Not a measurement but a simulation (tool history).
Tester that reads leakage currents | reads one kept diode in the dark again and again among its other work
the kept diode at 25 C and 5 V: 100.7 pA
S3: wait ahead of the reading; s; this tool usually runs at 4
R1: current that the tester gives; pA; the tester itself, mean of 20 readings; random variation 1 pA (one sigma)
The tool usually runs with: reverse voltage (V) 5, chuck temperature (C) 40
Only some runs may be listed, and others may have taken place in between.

{"run": 1, "hour": 0.0, "reverse voltage (V)": 5, "chuck temperature (C)": 40, "S3": 4, "R1": 308.99}
{"hour": 47.6, "done": "chuck's temperature calibrated"}
{"run": 2, "hour": 67.2, "reverse voltage (V)": 5, "chuck temperature (C)": 40, "S3": 4, "R1": 289.35}
{"run": 3, "hour": 156.5, "reverse voltage (V)": 5, "chuck temperature (C)": 40, "S3": 4, "R1": 288.51}
{"run": 4, "hour": 228.1, "reverse voltage (V)": 5, "chuck temperature (C)": 40, "S3": 4, "R1": 286.38}
{"run": 5, "hour": 268.7, "reverse voltage (V)": 5, "chuck temperature (C)": 40, "S3": 4, "R1": 286.6}
{"run": 6, "hour": 339.9, "reverse voltage (V)": 5, "chuck temperature (C)": 40, "S3": 4, "R1": 286.21}
{"run": 7, "hour": 377.6, "reverse voltage (V)": 5, "chuck temperature (C)": 40, "S3": 4, "R1": 286.13}
{"run": 8, "hour": 434.5, "reverse voltage (V)": 5, "chuck temperature (C)": 53, "S3": 4, "R1": 737.9}
{"hour": 445.0, "done": "chuck's temperature calibrated, once more"}
{"run": 9, "hour": 490.5, "reverse voltage (V)": 5, "chuck temperature (C)": 53, "S3": 4, "R1": 874.33}
{"run": 10, "hour": 546.6, "reverse voltage (V)": 5, "chuck temperature (C)": 40, "S3": 4, "R1": 342.15}
{"run": 11, "hour": 611.0, "reverse voltage (V)": 12.66, "chuck temperature (C)": 40, "S3": 4, "R1": 535.02}
{"run": 12, "hour": 702.8, "reverse voltage (V)": 12.66, "chuck temperature (C)": 47, "S3": 2.86, "R1": 887.09}
{"run": 13, "hour": 768.8, "reverse voltage (V)": 12.66, "chuck temperature (C)": 47, "S3": 2.86, "R1": 890.33}
{"run": 14, "hour": 849.3, "reverse voltage (V)": 12.66, "chuck temperature (C)": 47, "S3": 2.86, "R1": 885.52}
{"run": 15, "hour": 887.2, "reverse voltage (V)": 12.66, "chuck temperature (C)": 47, "S3": 2.86, "R1": 886.73}
{"run": 16, "hour": 956.5, "reverse voltage (V)": 5, "chuck temperature (C)": 21, "S3": 6.89, "R1": 78.91}
{"hour": 967.1, "done": "probe card cleaned and baked"}
{"run": 17, "hour": 1010.6, "reverse voltage (V)": 2, "chuck temperature (C)": 40, "S3": 4, "R1": 213.85}
{"run": 18, "hour": 1071.9, "reverse voltage (V)": 6.55, "chuck temperature (C)": 40, "S3": 1.64, "R1": 375.49}
{"run": 19, "hour": 1152.0, "reverse voltage (V)": 13.16, "chuck temperature (C)": 38, "S3": 9.6, "R1": 442.98}
{"run": 20, "hour": 1229.4, "reverse voltage (V)": 18.78, "chuck temperature (C)": 40, "S3": 4, "R1": 610.41}
{"run": 21, "hour": 1295.6, "reverse voltage (V)": 14.96, "chuck temperature (C)": 40, "S3": 4, "R1": 547.72}

Expected results for the next run?
{"run": 22, "hour": 1388.8, "reverse voltage (V)": 1.83, "chuck temperature (C)": 49, "S3": 1.65, "R1": "?"}

R1: 393.94 pA
Take away the tool's hidden state, keep the run-to-run variation as it was, and the same run would have given R1 403.53 pA.
